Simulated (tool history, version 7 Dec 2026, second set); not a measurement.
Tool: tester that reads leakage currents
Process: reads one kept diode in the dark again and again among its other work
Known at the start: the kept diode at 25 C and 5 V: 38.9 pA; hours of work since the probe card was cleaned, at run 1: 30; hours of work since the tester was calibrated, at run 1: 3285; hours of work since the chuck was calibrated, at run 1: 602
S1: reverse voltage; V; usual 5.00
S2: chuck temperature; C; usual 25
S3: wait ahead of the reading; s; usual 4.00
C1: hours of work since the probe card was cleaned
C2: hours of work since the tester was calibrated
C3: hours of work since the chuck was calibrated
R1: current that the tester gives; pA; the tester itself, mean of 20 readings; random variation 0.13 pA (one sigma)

run,hour,S1,S2,S3,C1,C2,C3,R1
1,0.0,5.00,25,4.00,30,3285,602,36.81
2,49.1,5.00,25,4.00,67,3322,639,36.93
3,151.8,5.00,25,4.00,144,3399,715,36.85
4,200.4,5.00,24,4.00,180,3435,752,33.77
5,268.9,5.00,24,4.00,231,3487,803,33.74
6,373.7,5.00,24,4.00,310,3565,881,33.80
7,429.6,5.00,24,4.00,351,3607,923,34.23
8,494.6,5.00,25,4.80,400,3655,972,37.17
9,566.6,5.00,25,4.00,454,3709,1026,37.32
10,635.9,1.16,25,4.00,506,3761,1077,20.55
11,699.4,5.00,24,4.00,553,3808,1125,34.31
# hour 773.3: chuck's temperature calibrated
12,818.4,5.00,24,4.00,641,3896,34,39.27
13,901.5,5.00,24,4.00,703,3958,96,39.35
14,985.3,5.00,24,4.00,765,4021,159,39.37
15,1033.1,5.00,24,4.00,801,4056,194,39.13
16,1123.3,5.00,24,4.00,869,4124,262,39.37
17,1238.6,5.00,44,4.00,955,4210,348,189.73
18,1327.2,5.00,44,4.00,1021,4276,414,188.16
19,1401.1,5.00,25,4.00,1076,4331,469,42.95
20,1483.7,5.00,25,4.00,1138,4393,531,42.77
# hour 1541.6: tester calibrated
21,1541.6,5.00,25,4.00,1180,0,573,43.30
22,1639.4,10.90,56,4.00,1253,73,646,620.59
23,1754.5,6.04,24,3.02,1339,159,732,44.15
24,1864.6,5.54,30,4.00,1421,241,814,66.33
25,1972.2,1.27,30,7.67,1502,322,895,34.69
26,2084.6,5.00,25,1.18,1586,406,979,43.66
27,2160.3,1.54,25,1.18,1642,463,1035,25.07
# hour 2209.3: tester calibrated, once more
28,2217.0,1.54,43,1.18,1683,6,1076,101.36
29,2290.3,1.54,43,1.18,1738,61,1131,100.60
# hour 2359.2: chuck's temperature calibrated
30,2369.1,1.54,43,1.18,1795,118,7,117.20
31,2443.4,1.54,43,1.18,1851,174,63,116.50
32,2523.6,1.54,43,1.18,1911,233,123,115.95
33,2595.9,1.54,43,1.18,1965,288,177,114.50
34,2712.2,1.54,43,1.18,2052,374,264,114.19
35,2770.3,1.54,43,1.18,2095,418,307,113.37
36,2849.3,1.54,43,1.18,2154,477,366,112.31
37,2916.1,1.16,42,2.51,2204,527,416,92.50
38,2979.7,1.16,42,1.54,2252,574,464,92.15
39,3079.2,6.85,25,4.47,2326,649,538,57.45
40,3160.5,5.00,25,0.87,2387,710,599,48.74
41,3227.8,1.09,22,5.90,2437,760,649,18.11

How the hidden state differs across the entries between the runs, from the last listed run before each to the first after it:
Between runs 11 and 12: chuck's temperature calibrated (hour 773.3)
  stray current of the dirty probe card, pA a volt: 0.606 -> 0.692; current scale over the true one, %: 1.68 -> 1.72; true chuck temperature over the reading, C: -1.69 -> -0.19
  measured less the result without the state, R1: -1.54 -> +3.42 pA
Between runs 20 and 21: tester calibrated (hour 1541.6)
  stray current of the dirty probe card, pA a volt: 1.196 -> 1.244; current scale over the true one, %: 1.95 -> 3; true chuck temperature over the reading, C: -0.93 -> -1
  measured less the result without the state, R1: +3.61 -> +4.07 pA
Between runs 27 and 28: tester calibrated, once more (hour 2209.3)
  stray current of the dirty probe card, pA a volt: 1.734 -> 1.775; current scale over the true one, %: 3.22 -> -0.05; true chuck temperature over the reading, C: -1.73 -> -1.8
  measured less the result without the state, R1: -0.18 -> -12.54 pA
Between runs 29 and 30: chuck's temperature calibrated (hour 2359.2)
  stray current of the dirty probe card, pA a volt: 1.831 -> 1.892; current scale over the true one, %: -0.02 -> 0; true chuck temperature over the reading, C: -1.88 -> 0.01
  measured less the result without the state, R1: -13.07 -> +3.00 pA
